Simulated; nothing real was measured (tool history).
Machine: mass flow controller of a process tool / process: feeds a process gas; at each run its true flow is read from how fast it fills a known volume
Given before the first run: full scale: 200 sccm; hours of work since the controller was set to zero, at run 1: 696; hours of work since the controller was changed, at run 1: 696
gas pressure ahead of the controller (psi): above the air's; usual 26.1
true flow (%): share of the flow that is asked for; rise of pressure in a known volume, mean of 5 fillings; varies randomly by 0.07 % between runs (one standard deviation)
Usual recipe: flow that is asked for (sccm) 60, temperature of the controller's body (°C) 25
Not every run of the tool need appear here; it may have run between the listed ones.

| run | hour | flow that is asked for (sccm) | gas pressure ahead of the controller (psi) | temperature of the controller's body (°C) | hours of work since the controller was set to zero | hours of work since the controller was changed | true flow (%) |
|---|---|---|---|---|---|---|---|
| 1 | 0.0 | 60 | 26.1 | 25 | 696 | 696 | 99.40 |
| 2 | 81.9 | 60 | 26.1 | 25 | 724 | 724 | 99.33 |
| 3 | 169.9 | 60 | 23.4 | 25 | 755 | 755 | 99.22 |
| 4 | 255.6 | 60 | 26.1 | 25 | 784 | 784 | 99.31 |
| 5 | 367.3 | 60 | 33.8 | 25 | 823 | 823 | 99.63 |
| 6 | 451.1 | 60 | 33.8 | 25 | 852 | 852 | 99.55 |
| 7 | 558.1 | 60 | 33.8 | 25 | 889 | 889 | 99.65 |
| 8 | 665.9 | 60 | 33.8 | 25 | 926 | 926 | 99.66 |
| 9 | 791.6 | 60 | 33.8 | 26 | 969 | 969 | 99.79 |
| 10 | 849.2 | 60 | 26.1 | 25 | 989 | 989 | 99.12 |
| 11 | 938.4 | 60 | 26.1 | 25 | 1020 | 1020 | 99.48 |
| 12 | 1021.3 | 60 | 26.1 | 25 | 1049 | 1049 | 99.36 |
| 13 | 1078.5 | 60 | 26.1 | 25 | 1068 | 1068 | 99.35 |
| 14 | 1195.5 | 60 | 37.0 | 25 | 1109 | 1109 | 99.78 |
| 15 | 1277.7 | 60 | 30.2 | 30 | 1137 | 1137 | 99.88 |
| 16 | 1331.8 | 29 | 25.8 | 22 | 1156 | 1156 | 99.10 |
| 17 | 1450.1 | 34 | 22.3 | 25 | 1197 | 1197 | 99.01 |
| 18 | 1530.6 | 34 | 22.3 | 25 | 1224 | 1224 | 99.08 |
| 19 | 1621.9 | 153 | 21.0 | 33 | 1256 | 1256 | 99.90 |
| 20 | 1707.9 | 153 | 21.6 | 33 | 1286 | 1286 | 99.98 |
| 21 | 1807.8 | 153 | 21.6 | 33 | 1320 | 1320 | 100.01 |
| 22 | 1879.6 | 60 | 21.2 | 21 | 1345 | 1345 | 98.90 |
| 23 | 1959.1 | 60 | 21.2 | 21 | 1372 | 1372 | 98.93 |
| 24 | 2056.7 | 60 | 33.9 | 25 | 1406 | 1406 | 99.71 |
| 25 | 2131.9 | 60 | 33.9 | 25 | 1432 | 1432 | 99.79 |

Each row is a separate what-if for the run after 25, all from the same tool condition, not one after another. Results?
| A | 2207.7 | 72 | 33.9 | 25 | 1458 | 1458 | ? |
| B | 2207.7 | 31 | 33.9 | 30 | 1458 | 1458 | ? |
| C | 2207.7 | 50 | 35.1 | 25 | 1458 | 1458 | ? |

| run | true flow (%) |
|---|---|
| A | 99.77 |
| B | 99.90 |
| C | 99.57 |
With the hidden condition removed and each run's random variation left untouched, the same runs would have given:
| run | true flow (%) |
|---|---|
| A | 99.77 |
| B | 99.90 |
| C | 99.58 |

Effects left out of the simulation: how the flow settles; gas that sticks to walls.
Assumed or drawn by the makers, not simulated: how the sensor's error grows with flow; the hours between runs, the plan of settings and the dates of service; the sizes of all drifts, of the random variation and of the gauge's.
